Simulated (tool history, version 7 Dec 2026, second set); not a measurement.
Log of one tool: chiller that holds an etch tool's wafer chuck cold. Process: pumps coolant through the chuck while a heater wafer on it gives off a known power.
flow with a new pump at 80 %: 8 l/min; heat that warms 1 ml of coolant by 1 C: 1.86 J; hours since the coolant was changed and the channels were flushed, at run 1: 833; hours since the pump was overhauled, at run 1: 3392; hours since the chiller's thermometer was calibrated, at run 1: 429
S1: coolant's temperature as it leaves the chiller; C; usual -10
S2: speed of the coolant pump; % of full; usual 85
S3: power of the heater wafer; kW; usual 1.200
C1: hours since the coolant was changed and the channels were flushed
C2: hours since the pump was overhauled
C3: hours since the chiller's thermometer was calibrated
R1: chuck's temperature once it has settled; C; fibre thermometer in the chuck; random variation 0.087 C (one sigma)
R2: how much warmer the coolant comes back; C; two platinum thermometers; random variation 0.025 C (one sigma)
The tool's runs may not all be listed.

{"run": 1, "hour": 0.0, "S1": -10, "S2": 85, "S3": 1.2, "C1": 833, "C2": 3392, "C3": 429, "R1": 0.08, "R2": 4.51}
{"run": 2, "hour": 91.1, "S1": -10, "S2": 85, "S3": 1.2, "C1": 924, "C2": 3483, "C3": 520, "R1": 0.04, "R2": 4.52}
{"run": 3, "hour": 225.5, "S1": -10, "S2": 85, "S3": 0.868, "C1": 1058, "C2": 3618, "C3": 654, "R1": -2.71, "R2": 3.32}
{"run": 4, "hour": 342.8, "S1": -10, "S2": 85, "S3": 1.179, "C1": 1175, "C2": 3735, "C3": 771, "R1": -0.04, "R2": 4.49}
{"run": 5, "hour": 481.7, "S1": -10, "S2": 85, "S3": 1.179, "C1": 1314, "C2": 3874, "C3": 910, "R1": -0.09, "R2": 4.5}
{"run": 6, "hour": 580.5, "S1": -10, "S2": 85, "S3": 1.179, "C1": 1413, "C2": 3973, "C3": 1009, "R1": -0.17, "R2": 4.48}
{"hour": 636.8, "done": "coolant pump overhauled"}
{"run": 7, "hour": 718.7, "S1": -10, "S2": 85, "S3": 1.179, "C1": 1546, "C2": 82, "C3": 1142, "R1": -0.09, "R2": 4.5}
{"run": 8, "hour": 808.5, "S1": -10, "S2": 85, "S3": 1.2, "C1": 1636, "C2": 172, "C3": 1232, "R1": 0.0, "R2": 4.62}
{"run": 9, "hour": 942.8, "S1": -10, "S2": 85, "S3": 1.2, "C1": 1770, "C2": 306, "C3": 1366, "R1": -0.03, "R2": 4.63}
{"run": 10, "hour": 1007.7, "S1": -10, "S2": 85, "S3": 1.2, "C1": 1835, "C2": 371, "C3": 1431, "R1": 0.03, "R2": 4.61}
{"run": 11, "hour": 1146.0, "S1": -10, "S2": 85, "S3": 1.2, "C1": 1974, "C2": 509, "C3": 1570, "R1": -0.08, "R2": 4.61}
{"run": 12, "hour": 1259.4, "S1": -10, "S2": 85, "S3": 1.2, "C1": 2087, "C2": 623, "C3": 1683, "R1": 0.03, "R2": 4.63}
{"run": 13, "hour": 1326.3, "S1": -10, "S2": 85, "S3": 1.2, "C1": 2154, "C2": 690, "C3": 1750, "R1": 0.0, "R2": 4.66}
{"run": 14, "hour": 1392.3, "S1": -10, "S2": 85, "S3": 1.2, "C1": 2220, "C2": 756, "C3": 1816, "R1": 0.11, "R2": 4.65}
{"run": 15, "hour": 1534.3, "S1": -10, "S2": 85, "S3": 1.294, "C1": 2362, "C2": 898, "C3": 1958, "R1": 0.84, "R2": 4.99}
{"run": 16, "hour": 1596.8, "S1": -10, "S2": 85, "S3": 1.294, "C1": 2424, "C2": 960, "C3": 2020, "R1": 0.74, "R2": 5.05}
{"hour": 1721.0, "done": "chiller's thermometer calibrated"}
{"run": 17, "hour": 1723.8, "S1": -10, "S2": 85, "S3": 1.294, "C1": 2550, "C2": 1086, "C3": 3, "R1": 0.81, "R2": 5.06}
{"run": 18, "hour": 1839.2, "S1": -15, "S2": 62, "S3": 1.12, "C1": 2666, "C2": 1201, "C3": 118, "R1": -2.9, "R2": 6.19}
{"run": 19, "hour": 1983.4, "S1": -15, "S2": 68, "S3": 1.12, "C1": 2810, "C2": 1346, "C3": 262, "R1": -3.79, "R2": 5.6}
{"run": 20, "hour": 2080.8, "S1": -10, "S2": 75, "S3": 1.541, "C1": 2907, "C2": 1443, "C3": 360, "R1": 4.12, "R2": 6.84}
{"run": 21, "hour": 2174.8, "S1": -10, "S2": 75, "S3": 1.541, "C1": 3001, "C2": 1537, "C3": 454, "R1": 4.17, "R2": 6.89}
{"run": 22, "hour": 2254.1, "S1": -10, "S2": 75, "S3": 1.541, "C1": 3081, "C2": 1616, "C3": 533, "R1": 4.05, "R2": 6.94}
{"hour": 2337.6, "done": "coolant changed, channels flushed"}
{"run": 23, "hour": 2384.8, "S1": -2, "S2": 85, "S3": 1.2, "C1": 47, "C2": 1741, "C3": 658, "R1": 8.06, "R2": 4.73}
{"run": 24, "hour": 2523.0, "S1": -2, "S2": 85, "S3": 1.2, "C1": 185, "C2": 1879, "C3": 796, "R1": 8.06, "R2": 4.73}
{"run": 25, "hour": 2608.8, "S1": -19, "S2": 65, "S3": 1.672, "C1": 271, "C2": 1965, "C3": 882, "R1": -1.67, "R2": 8.79}
{"run": 26, "hour": 2684.8, "S1": -16, "S2": 67, "S3": 1.594, "C1": 347, "C2": 2041, "C3": 958, "R1": 0.21, "R2": 8.08}
{"hour": 2703.1, "done": "gauge calibrated"}
{"run": 27, "hour": 2747.2, "S1": -10, "S2": 82, "S3": 1.541, "C1": 410, "C2": 2103, "C3": 1020, "R1": 3.38, "R2": 6.09}
{"run": 28, "hour": 2874.0, "S1": -10, "S2": 63, "S3": 1.079, "C1": 536, "C2": 2230, "C3": 1147, "R1": 1.37, "R2": 5.71}
{"run": 29, "hour": 2974.2, "S1": -7, "S2": 63, "S3": 0.7, "C1": 637, "C2": 2330, "C3": 1247, "R1": 0.22, "R2": 3.7}
{"run": 30, "hour": 3050.1, "S1": -13, "S2": 95, "S3": 0.615, "C1": 712, "C2": 2406, "C3": 1323, "R1": -8.45, "R2": 2.07}
{"run": 31, "hour": 3186.7, "S1": -9, "S2": 74, "S3": 1.764, "C1": 849, "C2": 2543, "C3": 1460, "R1": 7.4, "R2": 7.87}
{"run": 32, "hour": 3286.1, "S1": -10, "S2": 69, "S3": 1.799, "C1": 948, "C2": 2642, "C3": 1559, "R1": 7.7, "R2": 8.65}
{"run": 33, "hour": 3363.1, "S1": -10, "S2": 77, "S3": 1.2, "C1": 1025, "C2": 2719, "C3": 1636, "R1": 0.8, "R2": 5.12}

Hidden state at the last listed run before each entry between runs and at the first one after, where it differs:
Between runs 6 and 7: coolant pump overhauled (hour 636.8)
  flow at a given pump speed, % of a new pump's: 99.9 -> 100; drift of the gauge itself on warmer_back_c, C: 0.06 -> 0.07
  measured less the result without the state, R2: +0.06 -> +0.07 C
Between runs 16 and 17: chiller's thermometer calibrated (hour 1721.0)
  heat passed by the chuck's channels, % of clean ones': 99.9 -> 99.8; coolant's true temperature over the reading, C: -0.01 -> 0; drift of the gauge itself on warmer_back_c, C: 0.16 -> 0.17
  measured less the result without the state, R2: +0.17 -> +0.17 C
Between runs 22 and 23: coolant changed, channels flushed (hour 2337.6)
  heat passed by the chuck's channels, % of clean ones': 99.8 -> 100; drift of the gauge itself on warmer_back_c, C: 0.23 -> 0.24
  measured less the result without the state, R2: +0.23 -> +0.24 C
Between runs 26 and 27: gauge calibrated (hour 2703.1)
  drift of the gauge itself on warmer_back_c, C: 0.27 -> 0
  measured less the result without the state, R2: +0.28 -> +0.01 C
